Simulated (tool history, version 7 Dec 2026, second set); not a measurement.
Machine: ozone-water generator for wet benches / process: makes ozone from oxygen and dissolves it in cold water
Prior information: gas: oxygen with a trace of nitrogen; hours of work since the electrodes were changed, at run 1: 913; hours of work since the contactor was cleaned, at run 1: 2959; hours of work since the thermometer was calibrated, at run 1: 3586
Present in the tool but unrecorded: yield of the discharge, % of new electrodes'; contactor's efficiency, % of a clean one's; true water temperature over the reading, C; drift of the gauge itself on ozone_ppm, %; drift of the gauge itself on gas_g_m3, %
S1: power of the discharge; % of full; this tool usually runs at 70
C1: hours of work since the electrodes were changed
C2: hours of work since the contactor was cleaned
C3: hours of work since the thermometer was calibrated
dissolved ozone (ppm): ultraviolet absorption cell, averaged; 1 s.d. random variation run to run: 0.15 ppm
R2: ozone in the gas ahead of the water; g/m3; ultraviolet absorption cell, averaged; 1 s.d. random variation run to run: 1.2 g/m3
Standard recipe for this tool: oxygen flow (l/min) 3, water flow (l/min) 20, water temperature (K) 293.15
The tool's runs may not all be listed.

Run 1, hour 0: usual settings; C1 913; C2 2959; C3 3586. Result: dissolved ozone (ppm) 17, R2 218 g/m3.
Run 2, hour 30.4: usual settings; C1 934; C2 2979; C3 3606. Result: dissolved ozone (ppm) 16.8, R2 218.4 g/m3.
Run 3, hour 69.7: usual settings; C1 961; C2 3006; C3 3633. Result: dissolved ozone (ppm) 16.8, R2 219.3 g/m3.
Run 4, hour 115: usual settings but water flow (l/min) 13; C1 991; C2 3037; C3 3664. Result: dissolved ozone (ppm) 23.4, R2 219.2 g/m3.
Run 5, hour 145.6: usual settings but water flow (l/min) 13; C1 1012; C2 3057; C3 3685. Result: dissolved ozone (ppm) 23.3, R2 218.7 g/m3.
Run 6, hour 167.9: usual settings but water flow (l/min) 13; C1 1027; C2 3073; C3 3700. Result: dissolved ozone (ppm) 23.4, R2 216.7 g/m3.
Run 7, hour 206: usual settings but water flow (l/min) 13; C1 1053; C2 3098; C3 3726. Result: dissolved ozone (ppm) 23.5, R2 217.8 g/m3.
Run 8, hour 234.2: usual settings; C1 1072; C2 3118; C3 3745. Result: dissolved ozone (ppm) 17.1, R2 217.5 g/m3.
Run 9, hour 279.1: usual settings; C1 1103; C2 3148; C3 3775. Result: dissolved ozone (ppm) 16.8, R2 215.1 g/m3.
Run 10, hour 298: usual settings; C1 1116; C2 3161; C3 3788. Result: dissolved ozone (ppm) 16.9, R2 217.8 g/m3.
Run 11, hour 343.4: usual settings; C1 1146; C2 3192; C3 3819. Result: dissolved ozone (ppm) 17, R2 215.8 g/m3.
Run 12, hour 368.2: usual settings; C1 1163; C2 3208; C3 3836. Result: dissolved ozone (ppm) 16.7, R2 217.8 g/m3.
Run 13, hour 401: usual settings but oxygen flow (l/min) 5.36, water flow (l/min) 30; C1 1185; C2 3231; C3 3858. Result: dissolved ozone (ppm) 13.8, R2 171.9 g/m3.
Run 14, hour 440.4: usual settings but oxygen flow (l/min) 5.36, water flow (l/min) 30; C1 1212; C2 3257; C3 3885. Result: dissolved ozone (ppm) 13.5, R2 172.9 g/m3.
Run 15, hour 481: usual settings but S1 91 % of full, oxygen flow (l/min) 3.91, water flow (l/min) 17; C1 1240; C2 3285; C3 3912. Result: dissolved ozone (ppm) 22.6, R2 222 g/m3.
Run 16, hour 523.2: usual settings but water flow (l/min) 18; C1 1268; C2 3314; C3 3941. Result: dissolved ozone (ppm) 18.3, R2 216.9 g/m3.
Run 17, hour 547.2: usual settings but S1 79 % of full, oxygen flow (l/min) 4.17, water flow (l/min) 25; C1 1285; C2 3330; C3 3957. Result: dissolved ozone (ppm) 16.1, R2 202.8 g/m3.

Alternative continuations, all from the tool just after run 17; predict every row:
Run A, hour 579.7: usual settings but water flow (l/min) 27, water temperature (K) 291.15; C1 1307; C2 3352; C3 3979. Result: dissolved ozone (ppm) ?, R2 ?.
Run B, hour 579.7: usual settings but S1 55 % of full; C1 1307; C2 3352; C3 3979. Result: dissolved ozone (ppm) ?, R2 ?.
Run C, hour 579.7: usual settings but S1 89 % of full, oxygen flow (l/min) 2.83, water flow (l/min) 16; C1 1307; C2 3352; C3 3979. Result: dissolved ozone (ppm) ?, R2 ?.

run  dissolved ozone (ppm)     R2
  A                   12.7  215.6
  B                   14.7  189.2
  C                   22.3  253.1
With the hidden condition removed and each run's random variation left untouched, the same runs would have given:
run  dissolved ozone (ppm)     R2
  A                   13.9  222.1
  B                   15.9  194.2
  C                   24.2  261.6
